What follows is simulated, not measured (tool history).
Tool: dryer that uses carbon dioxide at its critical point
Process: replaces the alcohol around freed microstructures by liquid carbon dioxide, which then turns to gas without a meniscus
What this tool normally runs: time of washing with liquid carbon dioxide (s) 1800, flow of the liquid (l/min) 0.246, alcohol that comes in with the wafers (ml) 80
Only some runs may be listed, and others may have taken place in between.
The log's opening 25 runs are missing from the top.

run,hour,time of washing with liquid carbon dioxide (s),flow of the liquid (l/min),alcohol that comes in with the wafers (ml),alcohol left in the vessel before it's heated (ppm by volume)
26,274.2,1200,0.246,41,1580
# hour 283.3: inlet filter changed
27,285.0,1620,0.209,45,803
28,293.5,2040,0.246,21,136
29,303.8,2040,0.246,21,155
30,311.8,2580,0.164,94,659
31,319.0,1140,0.298,118,1761
32,329.1,2100,0.274,88,188
33,340.4,2100,0.274,88,177
34,350.0,2100,0.274,88,177
35,357.8,1560,0.266,35,324
36,372.8,1560,0.266,35,334
37,380.7,2400,0.306,25,127
38,389.2,1200,0.150,25,3070
39,399.9,1200,0.150,25,2979
40,411.7,1200,0.150,25,3126
41,420.8,1200,0.150,25,3067
42,432.8,1200,0.150,25,3052
43,440.1,1200,0.150,25,3077
44,451.0,1920,0.246,80,395
45,467.1,1320,0.303,80,753
46,482.6,1380,0.266,80,1083

Branching from run 46: 5 alternative next runs. What would each branch give?
A,491.2,1800,0.150,92,?
B,491.2,1620,0.152,80,?
C,491.2,1800,0.178,25,?
D,491.2,1800,0.157,21,?
E,491.2,1680,0.187,80,?

run,alcohol left in the vessel before it's heated (ppm by volume)
A,4076
B,4636
C,745
D,943
E,2068
Stripped of hidden state, with their random variation kept, the same runs would have yielded:
run,alcohol left in the vessel before it's heated (ppm by volume)
A,3516
B,4057
C,527
D,712
E,1690
